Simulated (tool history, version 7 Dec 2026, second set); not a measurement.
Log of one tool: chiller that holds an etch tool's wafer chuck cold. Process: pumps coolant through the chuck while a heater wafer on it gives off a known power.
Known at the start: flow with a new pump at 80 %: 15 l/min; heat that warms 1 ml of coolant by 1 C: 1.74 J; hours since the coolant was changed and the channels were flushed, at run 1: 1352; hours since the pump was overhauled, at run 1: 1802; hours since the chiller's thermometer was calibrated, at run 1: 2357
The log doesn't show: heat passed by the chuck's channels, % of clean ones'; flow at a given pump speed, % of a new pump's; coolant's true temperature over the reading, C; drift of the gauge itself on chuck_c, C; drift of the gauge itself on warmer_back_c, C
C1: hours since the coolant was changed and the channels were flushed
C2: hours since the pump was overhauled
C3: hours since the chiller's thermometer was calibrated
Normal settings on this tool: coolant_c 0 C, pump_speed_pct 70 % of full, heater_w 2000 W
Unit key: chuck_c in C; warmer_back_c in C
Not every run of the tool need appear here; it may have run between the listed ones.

{"run": 1, "hour": 0.0, "coolant_c": 0, "pump_speed_pct": 70, "heater_w": 2000, "C1": 1352, "C2": 1802, "C3": 2357, "chuck_c": 15.9, "warmer_back_c": 5.43}
{"run": 2, "hour": 32.4, "coolant_c": 0, "pump_speed_pct": 70, "heater_w": 2591, "C1": 1385, "C2": 1834, "C3": 2389, "chuck_c": 20.7, "warmer_back_c": 6.98}
{"run": 3, "hour": 60.5, "coolant_c": 0, "pump_speed_pct": 70, "heater_w": 2591, "C1": 1413, "C2": 1862, "C3": 2418, "chuck_c": 20.9, "warmer_back_c": 6.96}
{"run": 4, "hour": 94.5, "coolant_c": 0, "pump_speed_pct": 70, "heater_w": 2591, "C1": 1447, "C2": 1896, "C3": 2452, "chuck_c": 20.7, "warmer_back_c": 7.02}
{"run": 5, "hour": 113.9, "coolant_c": 0, "pump_speed_pct": 70, "heater_w": 2591, "C1": 1466, "C2": 1916, "C3": 2471, "chuck_c": 20.9, "warmer_back_c": 6.97}
{"run": 6, "hour": 136.0, "coolant_c": 0, "pump_speed_pct": 70, "heater_w": 2591, "C1": 1488, "C2": 1938, "C3": 2493, "chuck_c": 20.9, "warmer_back_c": 6.96}
{"run": 7, "hour": 157.2, "coolant_c": 0, "pump_speed_pct": 70, "heater_w": 2000, "C1": 1510, "C2": 1959, "C3": 2514, "chuck_c": 15.9, "warmer_back_c": 5.43}
{"run": 8, "hour": 190.6, "coolant_c": 0, "pump_speed_pct": 70, "heater_w": 2000, "C1": 1543, "C2": 1992, "C3": 2548, "chuck_c": 15.9, "warmer_back_c": 5.41}
{"run": 9, "hour": 225.4, "coolant_c": 0, "pump_speed_pct": 70, "heater_w": 2186, "C1": 1578, "C2": 2027, "C3": 2583, "chuck_c": 17.5, "warmer_back_c": 5.9}
{"run": 10, "hour": 258.5, "coolant_c": 0, "pump_speed_pct": 70, "heater_w": 2186, "C1": 1611, "C2": 2060, "C3": 2616, "chuck_c": 17.6, "warmer_back_c": 5.9}
{"run": 11, "hour": 283.1, "coolant_c": 0, "pump_speed_pct": 70, "heater_w": 2186, "C1": 1635, "C2": 2085, "C3": 2640, "chuck_c": 17.6, "warmer_back_c": 5.95}
{"run": 12, "hour": 311.2, "coolant_c": 0, "pump_speed_pct": 72, "heater_w": 2000, "C1": 1664, "C2": 2113, "C3": 2668, "chuck_c": 15.6, "warmer_back_c": 5.28}
{"run": 13, "hour": 344.2, "coolant_c": 0, "pump_speed_pct": 74, "heater_w": 2000, "C1": 1697, "C2": 2146, "C3": 2701, "chuck_c": 15.2, "warmer_back_c": 5.14}
{"run": 14, "hour": 372.8, "coolant_c": 0, "pump_speed_pct": 74, "heater_w": 2000, "C1": 1725, "C2": 2175, "C3": 2730, "chuck_c": 15.6, "warmer_back_c": 5.13}
{"run": 15, "hour": 407.0, "coolant_c": 0, "pump_speed_pct": 74, "heater_w": 1550, "C1": 1759, "C2": 2209, "C3": 2764, "chuck_c": 11.6, "warmer_back_c": 4.03}
{"run": 16, "hour": 438.4, "coolant_c": 0, "pump_speed_pct": 74, "heater_w": 1550, "C1": 1791, "C2": 2240, "C3": 2795, "chuck_c": 11.8, "warmer_back_c": 4.03}
{"run": 17, "hour": 460.7, "coolant_c": 0, "pump_speed_pct": 79, "heater_w": 2126, "C1": 1813, "C2": 2263, "C3": 2818, "chuck_c": 15.7, "warmer_back_c": 5.08}
{"run": 18, "hour": 498.5, "coolant_c": 0, "pump_speed_pct": 79, "heater_w": 2126, "C1": 1851, "C2": 2300, "C3": 2856, "chuck_c": 15.7, "warmer_back_c": 5.15}
{"run": 19, "hour": 534.6, "coolant_c": 0, "pump_speed_pct": 70, "heater_w": 2375, "C1": 1887, "C2": 2336, "C3": 2892, "chuck_c": 19.4, "warmer_back_c": 6.44}
{"run": 20, "hour": 552.5, "coolant_c": -1, "pump_speed_pct": 91, "heater_w": 1121, "C1": 1905, "C2": 2354, "C3": 2910, "chuck_c": 6.0, "warmer_back_c": 2.37}
{"run": 21, "hour": 589.8, "coolant_c": 0, "pump_speed_pct": 67, "heater_w": 1240, "C1": 1942, "C2": 2392, "C3": 2947, "chuck_c": 10.3, "warmer_back_c": 3.5}
{"run": 22, "hour": 612.6, "coolant_c": 9, "pump_speed_pct": 64, "heater_w": 2209, "C1": 1965, "C2": 2414, "C3": 2970, "chuck_c": 28.4, "warmer_back_c": 6.6}
{"run": 23, "hour": 648.1, "coolant_c": 8, "pump_speed_pct": 78, "heater_w": 1833, "C1": 2001, "C2": 2450, "C3": 3005, "chuck_c": 21.6, "warmer_back_c": 4.5}
{"run": 24, "hour": 686.0, "coolant_c": 8, "pump_speed_pct": 78, "heater_w": 1833, "C1": 2038, "C2": 2488, "C3": 3043, "chuck_c": 21.8, "warmer_back_c": 4.47}
{"run": 25, "hour": 707.8, "coolant_c": 0, "pump_speed_pct": 70, "heater_w": 1303, "C1": 2060, "C2": 2510, "C3": 3065, "chuck_c": 10.6, "warmer_back_c": 3.54}
{"run": 26, "hour": 723.8, "coolant_c": 8, "pump_speed_pct": 96, "heater_w": 1695, "C1": 2076, "C2": 2526, "C3": 3081, "chuck_c": 18.5, "warmer_back_c": 3.39}
{"run": 27, "hour": 753.3, "coolant_c": -6, "pump_speed_pct": 95, "heater_w": 1427, "C1": 2106, "C2": 2555, "C3": 3110, "chuck_c": 2.5, "warmer_back_c": 2.88}
{"run": 28, "hour": 787.4, "coolant_c": 0, "pump_speed_pct": 65, "heater_w": 2868, "C1": 2140, "C2": 2589, "C3": 3144, "chuck_c": 25.5, "warmer_back_c": 8.43}
{"run": 29, "hour": 810.4, "coolant_c": 6, "pump_speed_pct": 87, "heater_w": 2000, "C1": 2163, "C2": 2612, "C3": 3168, "chuck_c": 19.6, "warmer_back_c": 4.45}
{"run": 30, "hour": 835.6, "coolant_c": -3, "pump_speed_pct": 88, "heater_w": 1370, "C1": 2188, "C2": 2637, "C3": 3193, "chuck_c": 5.9, "warmer_back_c": 3.02}
{"run": 31, "hour": 864.4, "coolant_c": -3, "pump_speed_pct": 88, "heater_w": 1370, "C1": 2217, "C2": 2666, "C3": 3222, "chuck_c": 6.2, "warmer_back_c": 3.0}
{"run": 32, "hour": 892.6, "coolant_c": 9, "pump_speed_pct": 79, "heater_w": 1883, "C1": 2245, "C2": 2694, "C3": 3250, "chuck_c": 23.1, "warmer_back_c": 4.59}

Measured minus without-hidden-state, run by run (identical run-to-run variation in each term; gauge scatter may differ):
run=1 chuck_c=+0.8 warmer_back_c=+0.17
run=2 chuck_c=+1.2 warmer_back_c=+0.24
run=3 chuck_c=+1.2 warmer_back_c=+0.23
run=4 chuck_c=+1.2 warmer_back_c=+0.24
run=5 chuck_c=+1.2 warmer_back_c=+0.24
run=6 chuck_c=+1.2 warmer_back_c=+0.25
run=7 chuck_c=+0.8 warmer_back_c=+0.19
run=8 chuck_c=+0.8 warmer_back_c=+0.20
run=9 chuck_c=+1.0 warmer_back_c=+0.21
run=10 chuck_c=+1.1 warmer_back_c=+0.22
run=11 chuck_c=+1.1 warmer_back_c=+0.23
run=12 chuck_c=+0.9 warmer_back_c=+0.20
run=13 chuck_c=+0.9 warmer_back_c=+0.19
run=14 chuck_c=+0.9 warmer_back_c=+0.19
run=15 chuck_c=+0.5 warmer_back_c=+0.16
run=16 chuck_c=+0.6 warmer_back_c=+0.16
run=17 chuck_c=+1.0 warmer_back_c=+0.21
run=18 chuck_c=+1.1 warmer_back_c=+0.21
run=19 chuck_c=+1.5 warmer_back_c=+0.27
run=20 chuck_c=+0.1 warmer_back_c=+0.10
run=21 chuck_c=+0.5 warmer_back_c=+0.15
run=22 chuck_c=+1.6 warmer_back_c=+0.28
run=23 chuck_c=+0.9 warmer_back_c=+0.19
run=24 chuck_c=+0.9 warmer_back_c=+0.20
run=25 chuck_c=+0.5 warmer_back_c=+0.16
run=26 chuck_c=+0.5 warmer_back_c=+0.15
run=27 chuck_c=+0.4 warmer_back_c=+0.13
run=28 chuck_c=+2.5 warmer_back_c=+0.38
run=29 chuck_c=+1.0 warmer_back_c=+0.20
run=30 chuck_c=+0.4 warmer_back_c=+0.13
run=31 chuck_c=+0.4 warmer_back_c=+0.14
run=32 chuck_c=+1.1 warmer_back_c=+0.21

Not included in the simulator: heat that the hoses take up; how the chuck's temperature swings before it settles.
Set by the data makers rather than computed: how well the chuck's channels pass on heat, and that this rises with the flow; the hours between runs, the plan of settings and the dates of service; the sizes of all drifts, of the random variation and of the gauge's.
